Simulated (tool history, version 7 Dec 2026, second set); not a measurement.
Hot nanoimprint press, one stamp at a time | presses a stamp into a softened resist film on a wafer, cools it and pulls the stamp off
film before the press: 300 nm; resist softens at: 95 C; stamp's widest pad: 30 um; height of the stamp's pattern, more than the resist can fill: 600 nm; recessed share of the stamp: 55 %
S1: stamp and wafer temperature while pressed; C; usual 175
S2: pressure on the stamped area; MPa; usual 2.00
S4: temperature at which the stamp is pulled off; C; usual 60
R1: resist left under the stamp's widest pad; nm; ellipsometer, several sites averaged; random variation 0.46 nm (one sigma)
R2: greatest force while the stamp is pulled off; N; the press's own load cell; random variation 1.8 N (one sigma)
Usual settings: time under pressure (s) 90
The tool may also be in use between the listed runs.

run 1 day=0.000 | S1=175 S2=2.00 time_under_pressure_(s)=90 S4=60 | R1=149.6 R2=141
run 2 day=0.567 | S1=175 S2=2.00 time_under_pressure_(s)=163 S4=60 | R1=121.9 R2=145
run 3 day=1.296 | S1=175 S2=2.00 time_under_pressure_(s)=163 S4=60 | R1=122.3 R2=149
run 4 day=2.133 | S1=175 S2=2.00 time_under_pressure_(s)=90 S4=60 | R1=150.0 R2=146
run 5 day=2.712 | S1=175 S2=2.00 time_under_pressure_(s)=90 S4=60 | R1=149.4 R2=147
run 6 day=3.575 | S1=175 S2=2.00 time_under_pressure_(s)=90 S4=60 | R1=150.1 R2=146
run 7 day=4.225 | S1=175 S2=2.05 time_under_pressure_(s)=90 S4=60 | R1=147.7 R2=150
run 8 day=4.867 | S1=175 S2=2.05 time_under_pressure_(s)=90 S4=60 | R1=147.1 R2=152
run 9 day=5.588 | S1=175 S2=2.05 time_under_pressure_(s)=90 S4=60 | R1=149.0 R2=150
run 10 day=6.429 | S1=175 S2=2.05 time_under_pressure_(s)=90 S4=60 | R1=148.5 R2=151
run 11 day=6.979 | S1=175 S2=2.05 time_under_pressure_(s)=90 S4=60 | R1=147.3 R2=155
run 12 day=7.967 | S1=175 S2=2.00 time_under_pressure_(s)=90 S4=60 | R1=151.1 R2=157
run 13 day=8.950 | S1=175 S2=2.00 time_under_pressure_(s)=90 S4=60 | R1=151.1 R2=156
run 14 day=9.696 | S1=175 S2=3.05 time_under_pressure_(s)=90 S4=60 | R1=121.9 R2=161
run 15 day=10.596 | S1=175 S2=3.05 time_under_pressure_(s)=90 S4=60 | R1=121.7 R2=158
run 16 day=11.004 | S1=175 S2=2.00 time_under_pressure_(s)=84 S4=60 | R1=154.6 R2=156
run 17 day=11.583 | S1=171 S2=2.00 time_under_pressure_(s)=90 S4=55 | R1=169.9 R2=169

Run 18 comes next. What will it give?
-- day=12.283 stamp cleaned and given a new release coat
run 18 day=12.692 | S1=175 S2=2.00 time_under_pressure_(s)=121 S4=54 | R1=? R2=?

R1: 137.9 nm
R2: 145 N
Without the tool's hidden state the same run would have given R1 134.1 nm, R2 143 N.
